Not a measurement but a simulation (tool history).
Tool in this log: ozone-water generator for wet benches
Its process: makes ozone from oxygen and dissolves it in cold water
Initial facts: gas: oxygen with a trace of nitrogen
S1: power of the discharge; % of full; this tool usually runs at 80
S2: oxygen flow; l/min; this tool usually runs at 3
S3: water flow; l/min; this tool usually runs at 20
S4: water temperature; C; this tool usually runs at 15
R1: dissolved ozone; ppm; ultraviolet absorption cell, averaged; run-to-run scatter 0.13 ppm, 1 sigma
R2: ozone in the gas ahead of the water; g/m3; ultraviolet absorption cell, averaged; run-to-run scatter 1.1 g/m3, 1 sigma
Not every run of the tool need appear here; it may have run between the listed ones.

{"run": 1, "hour": 0.0, "S1": 80, "S2": 3, "S3": 20, "S4": 15, "R1": 13.5, "R2": 192.5}
{"run": 2, "hour": 123.7, "S1": 80, "S2": 3.96, "S3": 20, "S4": 15, "R1": 15.5, "R2": 173.5}
{"run": 3, "hour": 300.5, "S1": 80, "S2": 3, "S3": 20, "S4": 15, "R1": 13.9, "R2": 189.1}
{"run": 4, "hour": 440.6, "S1": 80, "S2": 3, "S3": 20, "S4": 15, "R1": 14, "R2": 188.1}
{"run": 5, "hour": 605.2, "S1": 80, "S2": 3, "S3": 20, "S4": 15, "R1": 13.8, "R2": 189.1}
{"run": 6, "hour": 685.6, "S1": 80, "S2": 3, "S3": 20, "S4": 15, "R1": 14.1, "R2": 190.8}
{"run": 7, "hour": 766.0, "S1": 80, "S2": 3, "S3": 20, "S4": 15, "R1": 14, "R2": 190.2}
{"run": 8, "hour": 858.4, "S1": 80, "S2": 3, "S3": 20, "S4": 15, "R1": 14.1, "R2": 192.7}
{"run": 9, "hour": 938.4, "S1": 94, "S2": 3, "S3": 20, "S4": 15, "R1": 15.5, "R2": 208.6}
{"run": 10, "hour": 1099.8, "S1": 94, "S2": 3, "S3": 20, "S4": 15, "R1": 15.4, "R2": 210.6}
{"run": 11, "hour": 1212.5, "S1": 85, "S2": 3, "S3": 20, "S4": 15, "R1": 14.5, "R2": 199.3}
{"run": 12, "hour": 1286.7, "S1": 80, "S2": 3, "S3": 15, "S4": 15, "R1": 18.2, "R2": 189.4}
{"run": 13, "hour": 1423.5, "S1": 80, "S2": 3, "S3": 15, "S4": 15, "R1": 18.3, "R2": 191.6}
{"run": 14, "hour": 1498.0, "S1": 52, "S2": 3, "S3": 20, "S4": 13, "R1": 11.1, "R2": 147.8}
{"run": 15, "hour": 1600.5, "S1": 51, "S2": 2.7, "S3": 20, "S4": 15, "R1": 10.5, "R2": 152.2}
{"run": 16, "hour": 1675.1, "S1": 80, "S2": 4.17, "S3": 19, "S4": 18, "R1": 15.6, "R2": 175.1}
{"run": 17, "hour": 1780.0, "S1": 44, "S2": 2.58, "S3": 21, "S4": 15, "R1": 8.7, "R2": 141.6}
{"run": 18, "hour": 1860.8, "S1": 44, "S2": 2.58, "S3": 21, "S4": 15, "R1": 8.7, "R2": 139.9}
{"run": 19, "hour": 1997.4, "S1": 52, "S2": 1.87, "S3": 15, "S4": 15, "R1": 11.8, "R2": 170.4}
{"run": 20, "hour": 2180.4, "S1": 58, "S2": 3, "S3": 20, "S4": 7, "R1": 12.4, "R2": 157.3}
{"run": 21, "hour": 2321.8, "S1": 58, "S2": 3, "S3": 20, "S4": 7, "R1": 12.3, "R2": 159.6}
{"run": 22, "hour": 2431.9, "S1": 58, "S2": 3, "S3": 20, "S4": 7, "R1": 12.3, "R2": 160.5}
{"hour": 2503.8, "done": "contactor cleaned"}
{"run": 23, "hour": 2557.7, "S1": 65, "S2": 3, "S3": 29, "S4": 8, "R1": 8.5, "R2": 171.9}

Each row is a separate what-if for the run after 23, all from the same tool condition, not one after another. Results?
{"run": "A", "hour": 2707.4, "S1": 58, "S2": 3.38, "S3": 20, "S4": 22, "R1": "?", "R2": "?"}
{"run": "B", "hour": 2707.4, "S1": 65, "S2": 3.2, "S3": 13, "S4": 8, "R1": "?", "R2": "?"}
{"run": "C", "hour": 2707.4, "S1": 59, "S2": 2.97, "S3": 29, "S4": 8, "R1": "?", "R2": "?"}

run=A R1=11.2 R2=154.4
run=B R1=20 R2=168
run=C R1=8.3 R2=162
With the hidden condition removed and each run's random variation left untouched, the same runs would have given:
run=A R1=11.2 R2=151.3
run=B R1=20 R2=164.6
run=C R1=8.3 R2=158.7
